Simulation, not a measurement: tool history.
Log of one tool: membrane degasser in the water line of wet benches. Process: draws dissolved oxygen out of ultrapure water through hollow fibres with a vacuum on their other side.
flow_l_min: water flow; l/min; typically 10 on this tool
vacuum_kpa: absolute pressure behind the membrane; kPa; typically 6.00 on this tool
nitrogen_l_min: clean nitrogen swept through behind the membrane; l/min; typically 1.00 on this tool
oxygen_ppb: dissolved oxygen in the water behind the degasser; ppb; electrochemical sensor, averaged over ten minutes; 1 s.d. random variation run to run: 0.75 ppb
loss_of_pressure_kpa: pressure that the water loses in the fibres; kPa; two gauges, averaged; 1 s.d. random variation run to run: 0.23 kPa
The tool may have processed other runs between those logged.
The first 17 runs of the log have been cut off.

run 18 hour=1080.1 | flow_l_min=12 vacuum_kpa=12.09 nitrogen_l_min=0.62 | oxygen_ppb=378.5 loss_of_pressure_kpa=69.24
run 19 hour=1146.8 | flow_l_min=11 vacuum_kpa=14.03 nitrogen_l_min=2.04 | oxygen_ppb=146.2 loss_of_pressure_kpa=63.91
run 20 hour=1223.8 | flow_l_min=11 vacuum_kpa=14.03 nitrogen_l_min=2.04 | oxygen_ppb=144.6 loss_of_pressure_kpa=63.92
run 21 hour=1267.0 | flow_l_min=11 vacuum_kpa=14.03 nitrogen_l_min=2.04 | oxygen_ppb=143.4 loss_of_pressure_kpa=63.87
run 22 hour=1346.4 | flow_l_min=10 vacuum_kpa=3.62 nitrogen_l_min=1.17 | oxygen_ppb=11.0 loss_of_pressure_kpa=58.13
run 23 hour=1392.9 | flow_l_min=14 vacuum_kpa=6.00 nitrogen_l_min=0.91 | oxygen_ppb=114.7 loss_of_pressure_kpa=81.05
run 24 hour=1483.4 | flow_l_min=9 vacuum_kpa=6.00 nitrogen_l_min=1.00 | oxygen_ppb=61.0 loss_of_pressure_kpa=51.96
run 25 hour=1536.6 | flow_l_min=7 vacuum_kpa=6.84 nitrogen_l_min=1.05 | oxygen_ppb=58.3 loss_of_pressure_kpa=40.51
run 26 hour=1602.5 | flow_l_min=7 vacuum_kpa=10.31 nitrogen_l_min=1.83 | oxygen_ppb=66.9 loss_of_pressure_kpa=40.64
run 27 hour=1641.7 | flow_l_min=10 vacuum_kpa=14.33 nitrogen_l_min=2.35 | oxygen_ppb=117.4 loss_of_pressure_kpa=58.96
run 28 hour=1701.2 | flow_l_min=16 vacuum_kpa=5.56 nitrogen_l_min=1.77 | oxygen_ppb=81.4 loss_of_pressure_kpa=93.49
run 29 hour=1750.6 | flow_l_min=10 vacuum_kpa=3.88 nitrogen_l_min=1.10 | oxygen_ppb=16.9 loss_of_pressure_kpa=58.09
run 30 hour=1828.3 | flow_l_min=10 vacuum_kpa=3.88 nitrogen_l_min=1.10 | oxygen_ppb=17.1 loss_of_pressure_kpa=58.45
run 31 hour=1890.7 | flow_l_min=10 vacuum_kpa=5.14 nitrogen_l_min=1.00 | oxygen_ppb=49.2 loss_of_pressure_kpa=58.17

Alternative continuations, all from the tool just after run 31; predict every row:
run A hour=1951.9 | flow_l_min=10 vacuum_kpa=6.00 nitrogen_l_min=1.26 | oxygen_ppb=? loss_of_pressure_kpa=?
run B hour=1951.9 | flow_l_min=10 vacuum_kpa=7.60 nitrogen_l_min=1.60 | oxygen_ppb=? loss_of_pressure_kpa=?
run C hour=1951.9 | flow_l_min=9 vacuum_kpa=6.00 nitrogen_l_min=0.81 | oxygen_ppb=? loss_of_pressure_kpa=?

run=A oxygen_ppb=56.1 loss_of_pressure_kpa=58.39
run=B oxygen_ppb=69.5 loss_of_pressure_kpa=58.56
run=C oxygen_ppb=74.5 loss_of_pressure_kpa=52.38
With no hidden state in the tool, these same runs would have given:
run=A oxygen_ppb=56.1 loss_of_pressure_kpa=56.83
run=B oxygen_ppb=69.4 loss_of_pressure_kpa=57.01
run=C oxygen_ppb=74.4 loss_of_pressure_kpa=50.98

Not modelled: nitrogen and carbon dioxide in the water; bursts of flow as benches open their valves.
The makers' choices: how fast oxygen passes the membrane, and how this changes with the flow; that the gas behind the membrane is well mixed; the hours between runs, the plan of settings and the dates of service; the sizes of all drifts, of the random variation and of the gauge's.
